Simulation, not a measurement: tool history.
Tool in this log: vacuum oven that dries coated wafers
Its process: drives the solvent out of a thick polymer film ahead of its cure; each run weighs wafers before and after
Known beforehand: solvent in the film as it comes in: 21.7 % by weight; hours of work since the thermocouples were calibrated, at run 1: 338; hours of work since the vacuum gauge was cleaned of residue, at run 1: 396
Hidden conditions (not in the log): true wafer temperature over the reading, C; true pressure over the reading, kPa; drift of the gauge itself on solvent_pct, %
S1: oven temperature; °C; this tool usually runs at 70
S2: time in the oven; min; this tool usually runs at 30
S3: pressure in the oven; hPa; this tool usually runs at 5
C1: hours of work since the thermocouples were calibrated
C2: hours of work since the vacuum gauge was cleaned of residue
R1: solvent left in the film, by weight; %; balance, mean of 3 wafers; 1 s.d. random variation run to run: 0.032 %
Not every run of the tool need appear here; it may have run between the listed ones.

run    hour  S1  S2     S3    C1    C2     R1
  1       0  70  30      5   338   396   2.85
  2    50.7  78  30      5   379   436   0.79
  3    88.1  78  30      5   408   466   0.72
  4   143.2  78  30      5   452   510   0.81
  5   178.1  78  30      5   480   538    0.8
  6   235.4  78  30      5   526   583   0.78
  7   292.7  78  30      5   571   629   0.78
  8   326.2  78  30      5   598   656   0.77
  9   355.2  70  48      5   621   679   1.07
 10   406.7  70  48      5   662   720   1.07
 11   448.6  70  48   6.24   695   753   1.17
 12   510.5  70  48   6.24   744   802   1.15
 13   548.2  70  48   6.24   774   832   1.13
 14     575  70  30   7.58   796   854   2.95
 15     635  70  30   2.87   844   901   2.76
 16   696.8  70  30   2.87   893   950    2.8
 17   755.3  70  30   2.87   939   997   2.71
 18   802.5  70  30   2.87   977  1035   2.76
 19   851.2  70  30  16.32  1015  1073   3.26
 20     900  70  30  16.32  1054  1112   3.26
 21   949.5  70  30  16.32  1094  1151    3.3
 22     988  72  30      5  1124  1182   2.15
     1024.1  -- oven's thermocouples calibrated
 23  1052.2  72  30      5    22  1232   2.18
 24  1110.8  66  30      5    69  1278   4.52
 25  1160.4  66  30      5   108  1318   4.56
 26  1216.3  75  34   10.9   153  1362   1.22
 27  1252.2  65  16    9.8   181  1391   9.24
 28  1287.6  70  30  14.09   210  1419   3.27
 29  1333.4  71  25   2.71   246  1455   3.37
 30  1365.4  59  27   4.74   271  1481   8.54
 31  1420.9  84  38      5   316  1525   0.15
 32  1448.3  80  38   4.58   337  1547   0.28
 33    1490  60  44   4.44   371  1580   4.99
 34  1538.6  60  44   4.44   409  1619   5.05
 35  1571.4  61  43   4.44   435  1645   4.72
 36  1605.5  70  27  10.01   463  1672   3.61
 37  1645.7  83  23    7.1   495  1704   0.69
 38  1698.4  83  23    7.1   536  1746   0.69
 39  1754.6  70  18      5   581  1790    5.9
 40  1792.9  81  19  10.19   612  1821   1.59
 41  1835.3  81  19  13.57   645  1855   1.68
 42  1895.7  82  30      5   693  1903   0.36
 43  1940.7  82  30      5   729  1938   0.35
 44  1976.4  55  30  11.62   758  1967  10.12
 45  2011.6  81  16  15.88   786  1995   2.39
 46  2040.8  81  16  15.88   809  2018   2.42

Across each entry between runs, compare the hidden state at the last listed run before it with the hidden state at the first listed run after it:
After run 22, before run 23: oven's thermocouples calibrated (hour 1024.1)
  true wafer temperature over the reading, C: 0.1 -> -0.01

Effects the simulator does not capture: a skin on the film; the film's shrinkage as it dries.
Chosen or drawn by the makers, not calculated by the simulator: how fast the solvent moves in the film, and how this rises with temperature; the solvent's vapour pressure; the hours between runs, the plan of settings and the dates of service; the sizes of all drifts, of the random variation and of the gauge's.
